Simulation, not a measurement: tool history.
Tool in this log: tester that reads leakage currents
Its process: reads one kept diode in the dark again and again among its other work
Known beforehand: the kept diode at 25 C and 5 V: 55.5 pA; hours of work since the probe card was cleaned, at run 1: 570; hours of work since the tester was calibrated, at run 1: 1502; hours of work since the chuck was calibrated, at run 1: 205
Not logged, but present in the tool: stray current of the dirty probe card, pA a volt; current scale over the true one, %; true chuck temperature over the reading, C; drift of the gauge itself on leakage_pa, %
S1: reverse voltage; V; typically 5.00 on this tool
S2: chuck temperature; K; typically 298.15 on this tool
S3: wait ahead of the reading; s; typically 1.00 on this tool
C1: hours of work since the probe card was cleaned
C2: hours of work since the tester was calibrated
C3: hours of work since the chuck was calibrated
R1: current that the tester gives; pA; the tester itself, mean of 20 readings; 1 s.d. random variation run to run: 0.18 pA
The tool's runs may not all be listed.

Run 1, day 0.000: usual settings; C1 570; C2 1502; C3 205. Result: R1 63.05 pA.
Run 2, day 2.312: usual settings but S1 1.39 V; C1 607; C2 1539; C3 242. Result: R1 40.55 pA.
Run 3, day 3.567: usual settings but S1 1.39 V; C1 627; C2 1559; C3 262. Result: R1 40.71 pA.
Run 4, day 5.725: usual settings but S1 1.39 V, S3 6.98 s; C1 661; C2 1593; C3 296. Result: R1 40.55 pA.
Run 5, day 6.929: usual settings but S1 1.39 V, S3 6.98 s; C1 681; C2 1612; C3 316. Result: R1 40.56 pA.
Run 6, day 9.071: usual settings; C1 715; C2 1646; C3 350. Result: R1 65.32 pA.
Run 7, day 11.042: usual settings; C1 746; C2 1678; C3 381. Result: R1 65.83 pA.
Run 8, day 13.104: usual settings; C1 779; C2 1711; C3 414. Result: R1 66.14 pA.
Run 9, day 15.262: usual settings but S2 318.15 K; C1 813; C2 1745; C3 448. Result: R1 303.60 pA.
Run 10, day 16.779: usual settings; C1 837; C2 1769; C3 472. Result: R1 67.09 pA.
Run 11, day 18.546: usual settings; C1 865; C2 1797; C3 500. Result: R1 67.77 pA.
Run 12, day 20.129: usual settings but S1 17.90 V; C1 890; C2 1822; C3 525. Result: R1 118.54 pA.
Run 13, day 21.254: usual settings but S1 17.90 V; C1 908; C2 1840; C3 543. Result: R1 120.29 pA.
Run 14, day 22.792: usual settings but S1 17.90 V; C1 933; C2 1865; C3 568. Result: R1 120.96 pA.
Run 15, day 24.183: usual settings but S2 328.15 K; C1 955; C2 1887; C3 590. Result: R1 636.81 pA.
Run 16, day 26.192: usual settings but S2 328.15 K; C1 987; C2 1919; C3 622. Result: R1 632.96 pA.
Run 17, day 28.271: usual settings but S1 1.49 V, S2 328.15 K, S3 3.35 s; C1 1020; C2 1952; C3 655. Result: R1 435.15 pA.
Run 18, day 29.804: usual settings but S1 16.30 V, S2 301.15 K; C1 1044; C2 1976; C3 679. Result: R1 145.11 pA.

Estimate the outcome of run 19 from the log above:
Run 19, day 32.071: usual settings but S1 6.78 V, S2 308.15 K, S3 0.88 s; C1 1080; C2 2012; C3 715. Result: R1 ?.

R1: 168.15 pA
Without the tool's hidden state the same run would have given R1 141.77 pA.
